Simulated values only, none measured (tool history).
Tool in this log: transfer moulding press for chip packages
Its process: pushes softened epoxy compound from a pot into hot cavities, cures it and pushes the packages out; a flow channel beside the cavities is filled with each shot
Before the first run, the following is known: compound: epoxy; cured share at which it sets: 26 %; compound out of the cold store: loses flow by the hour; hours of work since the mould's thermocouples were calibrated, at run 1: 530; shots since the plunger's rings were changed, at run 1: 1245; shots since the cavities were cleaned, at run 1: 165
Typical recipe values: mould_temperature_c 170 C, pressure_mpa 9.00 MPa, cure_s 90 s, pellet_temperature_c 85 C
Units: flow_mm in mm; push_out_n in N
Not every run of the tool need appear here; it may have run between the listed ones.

run,hour,mould_temperature_c,pressure_mpa,cure_s,pellet_temperature_c,hours of work since the mould's thermocouples were calibrated,shots since the plunger's rings were changed,shots since the cavities were cleaned,incoming compound's hours out of the cold store,flow_mm,push_out_n
1,0.0,170,9.00,90,85,530,1245,165,22.8,970,507
# hour 38.6: cavities cleaned with cleaning compound and waxed
2,56.8,170,9.00,90,85,568,1993,246,34.8,889,527
# hour 88.4: cavities cleaned with cleaning compound and waxed
3,100.7,170,9.00,76,85,598,2568,167,42.3,852,604
# hour 106.8: plunger's sealing rings changed
# hour 138.0: cavities cleaned with cleaning compound and waxed
4,157.9,170,7.80,90,85,635,670,268,16.7,942,538
# hour 187.6: cavities cleaned with cleaning compound and waxed
5,187.6,170,7.80,90,85,655,1053,0,14.1,956,377
6,215.0,170,7.80,82,85,674,1423,370,47.7,778,629
# hour 236.5: cavities cleaned with cleaning compound and waxed
7,257.4,172,9.00,90,85,702,1977,283,40.9,857,511
# hour 264.7: mould's thermocouples calibrated
# hour 287.5: cavities cleaned with cleaning compound and waxed
# hour 311.7: plunger's sealing rings changed
8,313.1,172,9.00,90,85,31,18,311,41.1,870,516
# hour 337.7: cavities cleaned with cleaning compound and waxed
9,369.4,172,9.00,90,85,69,760,428,20.6,971,588
# hour 387.9: cavities cleaned with cleaning compound and waxed
10,402.2,172,9.00,90,85,91,1184,193,20.2,966,488
# hour 438.3: cavities cleaned with cleaning compound and waxed
11,438.5,174,9.16,90,85,115,1656,3,22.7,953,346
12,479.1,169,9.00,90,85,143,2205,552,9.4,1040,659
# hour 489.5: cavities cleaned with cleaning compound and waxed
# hour 513.8: plunger's sealing rings changed
13,534.6,166,9.00,98,85,179,281,576,29.9,960,668
# hour 540.0: cavities cleaned with cleaning compound and waxed
# hour 554.4: mould's thermocouples calibrated, once more
14,583.8,167,9.05,70,85,20,900,566,23.3,995,1286
# hour 589.8: cavities cleaned with cleaning compound and waxed
15,625.1,168,7.52,89,88,48,1440,479,18.2,921,709
# hour 638.2: cavities cleaned with cleaning compound and waxed
16,658.5,173,10.68,107,88,70,1871,275,20.3,1050,493
# hour 687.4: cavities cleaned with cleaning compound and waxed
17,697.0,173,7.05,107,77,96,2372,131,29.8,809,431
# hour 717.4: plunger's sealing rings changed
18,723.6,173,7.05,116,85,113,85,458,36.8,786,550
# hour 741.1: cavities cleaned with cleaning compound and waxed
19,775.8,173,7.05,80,85,148,770,470,45.1,746,626

What if the next run were any one of these 5? Each begins from the tool's condition after run 19:
# hour 790.0: cavities cleaned with cleaning compound and waxed
A,822.8,165,9.00,90,85,180,1387,445,37.0,?,?
# hour 790.0: cavities cleaned with cleaning compound and waxed
B,822.8,169,7.05,80,92,180,1387,445,22.7,?,?
# hour 790.0: cavities cleaned with cleaning compound and waxed
C,822.8,173,7.41,79,85,180,1387,445,22.7,?,?
# hour 790.0: cavities cleaned with cleaning compound and waxed
D,822.8,170,9.00,88,91,180,1387,445,43.1,?,?
# hour 790.0: cavities cleaned with cleaning compound and waxed
E,822.8,173,8.09,82,79,180,1387,445,38.3,?,?

run,flow_mm,push_out_n
A,916,808
B,863,770
C,871,670
D,861,638
E,824,633
Without the tool's hidden state the same runs would have given:
run,flow_mm,push_out_n
A,933,474
B,879,454
C,887,392
D,877,371
E,840,368
